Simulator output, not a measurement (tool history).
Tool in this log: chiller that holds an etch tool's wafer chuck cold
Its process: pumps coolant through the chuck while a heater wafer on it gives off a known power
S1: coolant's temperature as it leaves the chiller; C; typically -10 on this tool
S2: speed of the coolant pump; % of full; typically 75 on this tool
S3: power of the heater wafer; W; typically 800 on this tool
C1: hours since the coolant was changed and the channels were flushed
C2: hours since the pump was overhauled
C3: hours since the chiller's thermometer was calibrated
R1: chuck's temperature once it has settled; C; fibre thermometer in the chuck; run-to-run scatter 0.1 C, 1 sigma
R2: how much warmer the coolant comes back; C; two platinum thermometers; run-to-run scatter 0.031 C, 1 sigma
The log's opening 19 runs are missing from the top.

-- day=98.917 gauge calibrated
run 20 day=98.975 | S1=-3 S2=96 S3=594 | C1=2070 C2=366 C3=3624 | R1=0.5 R2=1.74
run 21 day=106.004 | S1=-19 S2=74 S3=594 | C1=2239 C2=535 C3=3792 | R1=-14.4 R2=2.4
run 22 day=110.946 | S1=-19 S2=74 S3=594 | C1=2357 C2=654 C3=3911 | R1=-14.4 R2=2.36
run 23 day=118.154 | S1=-8 S2=85 S3=714 | C1=2530 C2=827 C3=4084 | R1=-3.3 R2=2.42
run 24 day=123.712 | S1=-14 S2=69 S3=472 | C1=2664 C2=960 C3=4217 | R1=-10.3 R2=2.06
run 25 day=131.183 | S1=-12 S2=65 S3=578 | C1=2843 C2=1139 C3=4397 | R1=-7 R2=2.7
run 26 day=135.067 | S1=-16 S2=92 S3=800 | C1=2936 C2=1233 C3=4490 | R1=-11.1 R2=2.6
run 27 day=138.883 | S1=-4 S2=95 S3=800 | C1=3028 C2=1324 C3=4581 | R1=0.8 R2=2.56
run 28 day=144.15 | S1=-4 S2=95 S3=800 | C1=3154 C2=1451 C3=4708 | R1=0.9 R2=2.5
run 29 day=151.658 | S1=-10 S2=75 S3=515 | C1=3334 C2=1631 C3=4888 | R1=-6.1 R2=2.06
run 30 day=156.958 | S1=-10 S2=77 S3=643 | C1=3461 C2=1758 C3=5015 | R1=-5.3 R2=2.53
-- day=161.596 coolant changed, channels flushed
run 31 day=164.296 | S1=-10 S2=77 S3=643 | C1=65 C2=1928 C3=5185 | R1=-5.3 R2=2.62

Forecast each of these 3 alternatives for the next run:
run A day=168.921 | S1=-16 S2=75 S3=448 | C1=176 C2=2039 C3=5296 | R1=? R2=?
run B day=168.921 | S1=-11 S2=68 S3=413 | C1=176 C2=2039 C3=5296 | R1=? R2=?
run C day=168.921 | S1=-14 S2=75 S3=800 | C1=176 C2=2039 C3=5296 | R1=? R2=?

run=A R1=-12.7 R2=1.88
run=B R1=-7.4 R2=1.92
run=C R1=-7.8 R2=3.31
Without the tool's unlogged condition, the same runs would have read:
run=A R1=-12.7 R2=1.69
run=B R1=-7.4 R2=1.73
run=C R1=-7.9 R2=3.12
